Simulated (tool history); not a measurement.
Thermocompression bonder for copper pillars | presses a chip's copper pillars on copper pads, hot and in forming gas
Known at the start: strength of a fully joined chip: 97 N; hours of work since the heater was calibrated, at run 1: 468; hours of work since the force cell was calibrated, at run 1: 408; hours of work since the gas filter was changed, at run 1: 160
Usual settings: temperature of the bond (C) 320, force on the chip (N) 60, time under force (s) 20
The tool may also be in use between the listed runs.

| run | hour | temperature of the bond (C) | force on the chip (N) | time under force (s) | hours of work since the heater was calibrated | hours of work since the force cell was calibrated | hours of work since the gas filter was changed | force that shears a chip off (N) |
|---|---|---|---|---|---|---|---|---|
| 1 | 0 | 320 | 60 | 20 | 468 | 408 | 160 | 63.4 |
| 2 | 14 | 320 | 84 | 20 | 478 | 417 | 169 | 76.1 |
| 3 | 23.2 | 320 | 65 | 20 | 484 | 424 | 175 | 66.7 |
| 4 | 34 | 320 | 65 | 20 | 491 | 431 | 183 | 66.4 |
| 5 | 48 | 320 | 60 | 42 | 501 | 441 | 192 | 76.5 |
| 6 | 55.1 | 320 | 60 | 20 | 506 | 445 | 197 | 64 |
| 7 | 65.5 | 320 | 60 | 27 | 513 | 452 | 204 | 68.5 |
| 8 | 73.9 | 320 | 60 | 27 | 519 | 458 | 210 | 69.6 |
| 9 | 89.7 | 310 | 82 | 19 | 529 | 469 | 221 | 68 |
| 10 | 102.4 | 310 | 82 | 19 | 538 | 478 | 229 | 68.7 |
| 11 | 111.3 | 333 | 88 | 13 | 544 | 484 | 235 | 77.8 |
| 12 | 121.2 | 294 | 60 | 11 | 551 | 490 | 242 | 37.1 |
| 13 | 132.5 | 310 | 36 | 26 | 558 | 498 | 250 | 42.9 |

4 ways to go on from here, each from the tool as it stands after run 13. What would each give?
| A | 148.4 | 310 | 84 | 21 | 569 | 509 | 260 | ? |
| B | 148.4 | 310 | 36 | 14 | 569 | 509 | 260 | ? |
| C | 148.4 | 347 | 36 | 26 | 569 | 509 | 260 | ? |
| D | 148.4 | 342 | 38 | 56 | 569 | 509 | 260 | ? |

| run | force that shears a chip off (N) |
|---|---|
| A | 70.9 |
| B | 33.8 |
| C | 64.6 |
| D | 76.8 |
Without the tool's hidden state the same runs would have given:
| run | force that shears a chip off (N) |
|---|---|
| A | 70.9 |
| B | 33.8 |
| C | 64.6 |
| D | 76.8 |
